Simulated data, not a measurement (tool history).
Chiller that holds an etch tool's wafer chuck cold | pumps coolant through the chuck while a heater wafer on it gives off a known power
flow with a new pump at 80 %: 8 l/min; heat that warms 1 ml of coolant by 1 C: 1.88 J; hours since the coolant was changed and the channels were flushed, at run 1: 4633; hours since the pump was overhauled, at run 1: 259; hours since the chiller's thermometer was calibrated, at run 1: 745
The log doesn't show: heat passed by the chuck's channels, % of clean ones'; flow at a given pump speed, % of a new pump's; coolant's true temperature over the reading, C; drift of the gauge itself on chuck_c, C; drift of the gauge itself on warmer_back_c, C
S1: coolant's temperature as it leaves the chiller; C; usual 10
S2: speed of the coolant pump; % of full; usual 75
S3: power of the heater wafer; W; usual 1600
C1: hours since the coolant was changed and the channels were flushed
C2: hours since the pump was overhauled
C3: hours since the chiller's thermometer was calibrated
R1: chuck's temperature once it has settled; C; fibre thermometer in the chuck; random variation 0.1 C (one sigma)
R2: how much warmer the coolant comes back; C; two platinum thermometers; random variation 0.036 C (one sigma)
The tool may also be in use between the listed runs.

{"run": 1, "hour": 0.0, "S1": 10, "S2": 75, "S3": 1600, "C1": 4633, "C2": 259, "C3": 745, "R1": 26, "R2": 6.82}
{"run": 2, "hour": 108.0, "S1": 10, "S2": 90, "S3": 1600, "C1": 4741, "C2": 367, "C3": 853, "R1": 24, "R2": 5.65}
{"run": 3, "hour": 168.0, "S1": 10, "S2": 90, "S3": 1600, "C1": 4801, "C2": 427, "C3": 913, "R1": 23.7, "R2": 5.6}
{"run": 4, "hour": 249.2, "S1": 10, "S2": 70, "S3": 1600, "C1": 4882, "C2": 509, "C3": 994, "R1": 26.8, "R2": 7.34}
{"run": 5, "hour": 332.9, "S1": 10, "S2": 70, "S3": 1600, "C1": 4966, "C2": 592, "C3": 1078, "R1": 26.7, "R2": 7.35}
{"run": 6, "hour": 414.3, "S1": 10, "S2": 70, "S3": 1600, "C1": 5047, "C2": 674, "C3": 1160, "R1": 26.6, "R2": 7.29}
{"run": 7, "hour": 468.3, "S1": 10, "S2": 70, "S3": 1351, "C1": 5101, "C2": 728, "C3": 1214, "R1": 24.3, "R2": 6.28}
{"run": 8, "hour": 571.3, "S1": 10, "S2": 75, "S3": 1600, "C1": 5204, "C2": 831, "C3": 1317, "R1": 26.1, "R2": 6.86}
{"run": 9, "hour": 674.3, "S1": 10, "S2": 75, "S3": 1600, "C1": 5307, "C2": 934, "C3": 1420, "R1": 25.8, "R2": 6.91}
{"run": 10, "hour": 734.1, "S1": 10, "S2": 75, "S3": 1600, "C1": 5367, "C2": 993, "C3": 1479, "R1": 25.9, "R2": 6.88}
{"run": 11, "hour": 802.2, "S1": 10, "S2": 75, "S3": 1600, "C1": 5435, "C2": 1062, "C3": 1548, "R1": 25.9, "R2": 6.85}
{"run": 12, "hour": 911.5, "S1": 10, "S2": 75, "S3": 1600, "C1": 5544, "C2": 1171, "C3": 1657, "R1": 26, "R2": 6.85}
{"run": 13, "hour": 999.0, "S1": 10, "S2": 75, "S3": 1600, "C1": 5632, "C2": 1258, "C3": 1744, "R1": 25.9, "R2": 6.85}
{"run": 14, "hour": 1109.1, "S1": 10, "S2": 75, "S3": 1600, "C1": 5742, "C2": 1368, "C3": 1854, "R1": 26, "R2": 6.93}
{"run": 15, "hour": 1213.1, "S1": 10, "S2": 75, "S3": 1804, "C1": 5846, "C2": 1472, "C3": 1958, "R1": 28.1, "R2": 7.73}
{"run": 16, "hour": 1273.9, "S1": 10, "S2": 75, "S3": 2231, "C1": 5907, "C2": 1533, "C3": 2019, "R1": 32.2, "R2": 9.55}
{"run": 17, "hour": 1325.2, "S1": 10, "S2": 75, "S3": 2231, "C1": 5958, "C2": 1585, "C3": 2070, "R1": 32.3, "R2": 9.55}
{"run": 18, "hour": 1380.0, "S1": 10, "S2": 75, "S3": 2231, "C1": 6013, "C2": 1639, "C3": 2125, "R1": 32.2, "R2": 9.61}
{"run": 19, "hour": 1459.8, "S1": 4, "S2": 75, "S3": 1600, "C1": 6092, "C2": 1719, "C3": 2205, "R1": 20, "R2": 6.83}
{"hour": 1510.3, "done": "coolant changed, channels flushed"}
{"run": 20, "hour": 1574.8, "S1": 16, "S2": 63, "S3": 1118, "C1": 65, "C2": 1828, "C3": 2314, "R1": 28.7, "R2": 5.81}
{"run": 21, "hour": 1633.7, "S1": 6, "S2": 75, "S3": 850, "C1": 123, "C2": 1887, "C3": 2373, "R1": 14.6, "R2": 3.67}
{"run": 22, "hour": 1742.3, "S1": 9, "S2": 93, "S3": 896, "C1": 232, "C2": 1996, "C3": 2482, "R1": 16.4, "R2": 3.04}
{"run": 23, "hour": 1793.5, "S1": 9, "S2": 93, "S3": 896, "C1": 283, "C2": 2047, "C3": 2533, "R1": 16.3, "R2": 3.08}
{"run": 24, "hour": 1904.1, "S1": 8, "S2": 75, "S3": 963, "C1": 394, "C2": 2158, "C3": 2643, "R1": 17.4, "R2": 4.1}
{"run": 25, "hour": 2021.5, "S1": 0, "S2": 98, "S3": 1225, "C1": 511, "C2": 2275, "C3": 2761, "R1": 10, "R2": 4}
{"run": 26, "hour": 2082.2, "S1": 4, "S2": 92, "S3": 1000, "C1": 572, "C2": 2336, "C3": 2822, "R1": 12.5, "R2": 3.43}
{"run": 27, "hour": 2192.0, "S1": 10, "S2": 60, "S3": 1257, "C1": 682, "C2": 2445, "C3": 2931, "R1": 24.8, "R2": 6.86}
{"run": 28, "hour": 2262.3, "S1": 6, "S2": 82, "S3": 1600, "C1": 752, "C2": 2516, "C3": 3002, "R1": 20.8, "R2": 6.21}
{"run": 29, "hour": 2364.6, "S1": 18, "S2": 75, "S3": 1352, "C1": 854, "C2": 2618, "C3": 3104, "R1": 31.5, "R2": 5.84}
{"run": 30, "hour": 2478.8, "S1": 1, "S2": 77, "S3": 1068, "C1": 969, "C2": 2732, "C3": 3218, "R1": 11.4, "R2": 4.45}
{"run": 31, "hour": 2583.4, "S1": 10, "S2": 97, "S3": 962, "C1": 1073, "C2": 2837, "C3": 3323, "R1": 17.9, "R2": 3.17}

4 ways to go on from here, each from the tool as it stands after run 31. What would each give?
{"run": "A", "hour": 2699.6, "S1": 10, "S2": 97, "S3": 1742, "C1": 1189, "C2": 2953, "C3": 3439, "R1": "?", "R2": "?"}
{"run": "B", "hour": 2699.6, "S1": 8, "S2": 84, "S3": 2351, "C1": 1189, "C2": 2953, "C3": 3439, "R1": "?", "R2": "?"}
{"run": "C", "hour": 2699.6, "S1": 11, "S2": 72, "S3": 1600, "C1": 1189, "C2": 2953, "C3": 3439, "R1": "?", "R2": "?"}
{"run": "D", "hour": 2699.6, "S1": 19, "S2": 85, "S3": 2241, "C1": 1189, "C2": 2953, "C3": 3439, "R1": "?", "R2": "?"}

run=A R1=24.2 R2=5.68
run=B R1=29.3 R2=8.94
run=C R1=27.6 R2=7.18
run=D R1=39.4 R2=8.4
Without the tool's hidden state the same runs would have given:
run=A R1=24.2 R2=5.68
run=B R1=29.3 R2=8.94
run=C R1=27.6 R2=7.18
run=D R1=39.3 R2=8.4

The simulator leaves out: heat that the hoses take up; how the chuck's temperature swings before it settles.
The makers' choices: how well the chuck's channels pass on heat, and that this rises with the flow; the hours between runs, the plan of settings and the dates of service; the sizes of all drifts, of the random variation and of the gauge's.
